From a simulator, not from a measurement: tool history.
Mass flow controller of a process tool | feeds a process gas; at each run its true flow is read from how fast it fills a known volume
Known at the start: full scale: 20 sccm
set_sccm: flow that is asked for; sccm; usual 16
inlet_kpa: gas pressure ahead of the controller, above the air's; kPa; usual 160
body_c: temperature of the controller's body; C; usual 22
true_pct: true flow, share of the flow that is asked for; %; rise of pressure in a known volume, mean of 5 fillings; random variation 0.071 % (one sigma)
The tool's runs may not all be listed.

run,hour,set_sccm,inlet_kpa,body_c,true_pct
1,0.0,16,160,22,100.07
2,130.4,16,213,22,100.00
3,282.1,16,160,22,100.15
4,522.7,18,160,22,100.36
5,676.7,16,160,22,100.19
6,913.7,16,160,22,100.19
7,1196.5,16,160,22,100.23
8,1363.2,16,160,33,99.38
9,1563.0,16,160,33,99.57
10,1732.8,16,160,33,99.40
11,1999.5,16,160,33,99.40
12,2165.9,16,160,33,99.37
13,2377.6,16,160,33,99.45
14,2546.1,16,160,33,99.39
15,2793.1,16,251,25,99.70
16,2997.3,16,251,25,99.71
17,3115.8,3,179,28,99.26
18,3284.5,3,179,28,99.33
19,3544.0,3,146,28,99.24

3 ways to go on from here, each from the tool as it stands after run 19. What would each give?
A,3827.8,3,178,24,?
B,3827.8,16,160,26,?
C,3827.8,11,240,28,?

run,true_pct
A,99.39
B,99.99
C,99.32
Without the tool's hidden state the same runs would have given:
run,true_pct
A,99.41
B,99.99
C,99.32
